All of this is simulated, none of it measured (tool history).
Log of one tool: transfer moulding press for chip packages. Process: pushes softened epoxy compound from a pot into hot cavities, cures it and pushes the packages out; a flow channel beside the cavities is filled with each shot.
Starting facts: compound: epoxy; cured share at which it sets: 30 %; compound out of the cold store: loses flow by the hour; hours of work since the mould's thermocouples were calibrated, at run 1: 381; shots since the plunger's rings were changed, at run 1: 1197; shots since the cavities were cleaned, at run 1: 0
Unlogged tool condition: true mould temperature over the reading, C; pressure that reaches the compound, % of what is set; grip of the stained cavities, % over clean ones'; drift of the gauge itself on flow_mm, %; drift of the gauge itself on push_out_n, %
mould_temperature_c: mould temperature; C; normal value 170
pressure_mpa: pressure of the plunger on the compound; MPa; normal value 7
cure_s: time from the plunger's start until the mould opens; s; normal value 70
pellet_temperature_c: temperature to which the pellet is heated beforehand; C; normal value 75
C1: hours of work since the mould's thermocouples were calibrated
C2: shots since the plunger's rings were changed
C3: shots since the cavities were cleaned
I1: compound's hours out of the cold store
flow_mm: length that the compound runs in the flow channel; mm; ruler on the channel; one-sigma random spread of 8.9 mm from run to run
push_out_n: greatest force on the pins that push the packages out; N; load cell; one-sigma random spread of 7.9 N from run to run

run 1 day=0 | mould_temperature_c=170 pressure_mpa=7 cure_s=70 pellet_temperature_c=75 | C1=381 C2=1197 C3=0 | I1=20.7 | flow_mm=998 push_out_n=347
run 2 day=1.017 | mould_temperature_c=170 pressure_mpa=7 cure_s=70 pellet_temperature_c=75 | C1=394 C2=1502 C3=305 | I1=43 | flow_mm=929 push_out_n=307
-- day=2.217 cavities cleaned with cleaning compound and waxed
run 3 day=2.358 | mould_temperature_c=170 pressure_mpa=7 cure_s=70 pellet_temperature_c=75 | C1=410 C2=1885 C3=43 | I1=45.2 | flow_mm=911 push_out_n=291
run 4 day=3.533 | mould_temperature_c=170 pressure_mpa=7 cure_s=70 pellet_temperature_c=75 | C1=425 C2=2236 C3=394 | I1=33.6 | flow_mm=945 push_out_n=312
-- day=4.454 cavities cleaned with cleaning compound and waxed
run 5 day=5.062 | mould_temperature_c=170 pressure_mpa=7 cure_s=70 pellet_temperature_c=75 | C1=443 C2=2676 C3=183 | I1=43.6 | flow_mm=914 push_out_n=311
run 6 day=6.346 | mould_temperature_c=170 pressure_mpa=7 cure_s=70 pellet_temperature_c=75 | C1=459 C2=3060 C3=567 | I1=36.6 | flow_mm=941 push_out_n=324
-- day=6.683 cavities cleaned with cleaning compound and waxed
run 7 day=7.242 | mould_temperature_c=168 pressure_mpa=7 cure_s=70 pellet_temperature_c=75 | C1=470 C2=3310 C3=168 | I1=21.9 | flow_mm=1004 push_out_n=397
-- day=8.942 cavities cleaned with cleaning compound and waxed
run 8 day=8.942 | mould_temperature_c=168 pressure_mpa=7 cure_s=70 pellet_temperature_c=75 | C1=490 C2=3800 C3=0 | I1=21.9 | flow_mm=1005 push_out_n=396
run 9 day=9.804 | mould_temperature_c=170 pressure_mpa=7 cure_s=70 pellet_temperature_c=75 | C1=501 C2=4058 C3=258 | I1=19.2 | flow_mm=1025 push_out_n=339
-- day=10.783 mould's thermocouples calibrated
run 10 day=10.842 | mould_temperature_c=170 pressure_mpa=7 cure_s=70 pellet_temperature_c=75 | C1=1 C2=4344 C3=544 | I1=42.7 | flow_mm=914 push_out_n=313
-- day=11.308 cavities cleaned with cleaning compound and waxed
run 11 day=12.217 | mould_temperature_c=170 pressure_mpa=7 cure_s=70 pellet_temperature_c=75 | C1=17 C2=4737 C3=272 | I1=30.8 | flow_mm=972 push_out_n=332
run 12 day=13.208 | mould_temperature_c=170 pressure_mpa=5.59 cure_s=70 pellet_temperature_c=75 | C1=30 C2=5034 C3=569 | I1=12.7 | flow_mm=932 push_out_n=345
-- day=13.583 cavities cleaned with cleaning compound and waxed
run 13 day=14.129 | mould_temperature_c=170 pressure_mpa=7 cure_s=70 pellet_temperature_c=75 | C1=41 C2=5292 C3=163 | I1=34.4 | flow_mm=949 push_out_n=321
run 14 day=15.629 | mould_temperature_c=170 pressure_mpa=7 cure_s=70 pellet_temperature_c=75 | C1=60 C2=5741 C3=612 | I1=26.6 | flow_mm=970 push_out_n=331
-- day=15.892 cavities cleaned with cleaning compound and waxed
run 15 day=17.296 | mould_temperature_c=170 pressure_mpa=7 cure_s=70 pellet_temperature_c=75 | C1=80 C2=6222 C3=421 | I1=34.8 | flow_mm=941 push_out_n=328
-- day=18.133 cavities cleaned with cleaning compound and waxed
run 16 day=18.158 | mould_temperature_c=172 pressure_mpa=7.17 cure_s=109 pellet_temperature_c=79 | C1=90 C2=6461 C3=7 | I1=35.5 | flow_mm=953 push_out_n=164
-- day=18.658 plunger's sealing rings changed
run 17 day=18.988 | mould_temperature_c=172 pressure_mpa=7.17 cure_s=109 pellet_temperature_c=79 | C1=99 C2=99 C3=224 | I1=17.9 | flow_mm=1013 push_out_n=168
run 18 day=19.983 | mould_temperature_c=172 pressure_mpa=7.17 cure_s=109 pellet_temperature_c=79 | C1=112 C2=398 C3=523 | I1=14.4 | flow_mm=1041 push_out_n=167
-- day=20.5 cavities cleaned with cleaning compound and waxed
run 19 day=21.321 | mould_temperature_c=167 pressure_mpa=6.1 cure_s=103 pellet_temperature_c=83 | C1=128 C2=779 C3=246 | I1=37.4 | flow_mm=904 push_out_n=185
-- day=22.75 cavities cleaned with cleaning compound and waxed
run 20 day=22.775 | mould_temperature_c=176 pressure_mpa=6.1 cure_s=103 pellet_temperature_c=83 | C1=145 C2=1197 C3=8 | I1=15 | flow_mm=942 push_out_n=167
run 21 day=23.858 | mould_temperature_c=176 pressure_mpa=8.23 cure_s=103 pellet_temperature_c=79 | C1=159 C2=1521 C3=332 | I1=45.7 | flow_mm=964 push_out_n=172
-- day=24.983 cavities cleaned with cleaning compound and waxed
run 22 day=25.354 | mould_temperature_c=176 pressure_mpa=8.23 cure_s=103 pellet_temperature_c=79 | C1=177 C2=1950 C3=110 | I1=29.9 | flow_mm=1011 push_out_n=159
run 23 day=26.179 | mould_temperature_c=167 pressure_mpa=7 cure_s=70 pellet_temperature_c=75 | C1=187 C2=2197 C3=357 | I1=21.3 | flow_mm=1024 push_out_n=414
-- day=27.238 cavities cleaned with cleaning compound and waxed
run 24 day=27.462 | mould_temperature_c=166 pressure_mpa=8.02 cure_s=70 pellet_temperature_c=73 | C1=203 C2=2563 C3=67 | I1=34.9 | flow_mm=1034 push_out_n=426
run 25 day=28.567 | mould_temperature_c=178 pressure_mpa=8.02 cure_s=80 pellet_temperature_c=73 | C1=217 C2=2894 C3=398 | I1=14.5 | flow_mm=1066 push_out_n=174
-- day=29.479 cavities cleaned with cleaning compound and waxed
run 26 day=29.708 | mould_temperature_c=178 pressure_mpa=8.02 cure_s=80 pellet_temperature_c=73 | C1=230 C2=3217 C3=68 | I1=17.7 | flow_mm=1063 push_out_n=184
run 27 day=31.233 | mould_temperature_c=174 pressure_mpa=8.41 cure_s=59 pellet_temperature_c=82 | C1=250 C2=3674 C3=525 | I1=35.2 | flow_mm=1013 push_out_n=371
-- day=31.771 cavities cleaned with cleaning compound and waxed
run 28 day=32.95 | mould_temperature_c=170 pressure_mpa=7 cure_s=82 pellet_temperature_c=81 | C1=270 C2=4169 C3=353 | I1=27.6 | flow_mm=981 push_out_n=223
-- day=34.05 cavities cleaned with cleaning compound and waxed
run 29 day=34.608 | mould_temperature_c=177 pressure_mpa=7 cure_s=70 pellet_temperature_c=75 | C1=290 C2=4647 C3=167 | I1=9 | flow_mm=1016 push_out_n=214

For each entry between runs, how does the tool's hidden state at the last listed run before it compare with that at the first listed run after it?
Between runs 2 and 3: cavities cleaned with cleaning compound and waxed (day 2.217)
  pressure that reaches the compound, % of what is set: 99.74 -> 99.68; grip of the stained cavities, % over clean ones': 0.8 -> 0.3
Between runs 4 and 5: cavities cleaned with cleaning compound and waxed (day 4.454)
  pressure that reaches the compound, % of what is set: 99.62 -> 99.55; grip of the stained cavities, % over clean ones': 1.1 -> 0.6
Between runs 6 and 7: cavities cleaned with cleaning compound and waxed (day 6.683)
  pressure that reaches the compound, % of what is set: 99.48 -> 99.44; grip of the stained cavities, % over clean ones': 1.4 -> 0.5
Between runs 7 and 8: cavities cleaned with cleaning compound and waxed (day 8.942)
  pressure that reaches the compound, % of what is set: 99.44 -> 99.36; grip of the stained cavities, % over clean ones': 0.5 -> 0
Between runs 9 and 10: mould's thermocouples calibrated (day 10.783)
  true mould temperature over the reading, C: -0.04 -> -0.01; pressure that reaches the compound, % of what is set: 99.31 -> 99.26; grip of the stained cavities, % over clean ones': 0.8 -> 1.3
Between runs 10 and 11: cavities cleaned with cleaning compound and waxed (day 11.308)
  true mould temperature over the reading, C: -0.01 -> -0.02; pressure that reaches the compound, % of what is set: 99.26 -> 99.2; grip of the stained cavities, % over clean ones': 1.3 -> 0.8
Between runs 12 and 13: cavities cleaned with cleaning compound and waxed (day 13.583)
  pressure that reaches the compound, % of what is set: 99.15 -> 99.11; grip of the stained cavities, % over clean ones': 1.4 -> 0.6
Between runs 14 and 15: cavities cleaned with cleaning compound and waxed (day 15.892)
  pressure that reaches the compound, % of what is set: 99.03 -> 98.96; grip of the stained cavities, % over clean ones': 1.5 -> 1.1
Between runs 15 and 16: cavities cleaned with cleaning compound and waxed (day 18.133)
  pressure that reaches the compound, % of what is set: 98.96 -> 98.92; grip of the stained cavities, % over clean ones': 1.1 -> 0.1
Between runs 16 and 17: plunger's sealing rings changed (day 18.658)
  true mould temperature over the reading, C: -0.02 -> -0.03; pressure that reaches the compound, % of what is set: 98.92 -> 99.96; grip of the stained cavities, % over clean ones': 0.1 -> 0.7
Between runs 18 and 19: cavities cleaned with cleaning compound and waxed (day 20.5)
  pressure that reaches the compound, % of what is set: 99.91 -> 99.85; grip of the stained cavities, % over clean ones': 1.3 -> 0.7
Between runs 19 and 20: cavities cleaned with cleaning compound and waxed (day 22.75)
  pressure that reaches the compound, % of what is set: 99.85 -> 99.78; grip of the stained cavities, % over clean ones': 0.7 -> 0.2
Between runs 21 and 22: cavities cleaned with cleaning compound and waxed (day 24.983)
  pressure that reaches the compound, % of what is set: 99.73 -> 99.66; grip of the stained cavities, % over clean ones': 1 -> 0.4
Between runs 23 and 24: cavities cleaned with cleaning compound and waxed (day 27.238)
  pressure that reaches the compound, % of what is set: 99.61 -> 99.55; grip of the stained cavities, % over clean ones': 0.9 -> 0.2
Between runs 25 and 26: cavities cleaned with cleaning compound and waxed (day 29.479)
  pressure that reaches the compound, % of what is set: 99.49 -> 99.44; grip of the stained cavities, % over clean ones': 1.1 -> 0.3
Between runs 27 and 28: cavities cleaned with cleaning compound and waxed (day 31.771)
  true mould temperature over the reading, C: -0.04 -> -0.05; pressure that reaches the compound, % of what is set: 99.36 -> 99.28; grip of the stained cavities, % over clean ones': 1.3 -> 1
Between runs 28 and 29: cavities cleaned with cleaning compound and waxed (day 34.05)
  pressure that reaches the compound, % of what is set: 99.28 -> 99.19; grip of the stained cavities, % over clean ones': 1 -> 0.5
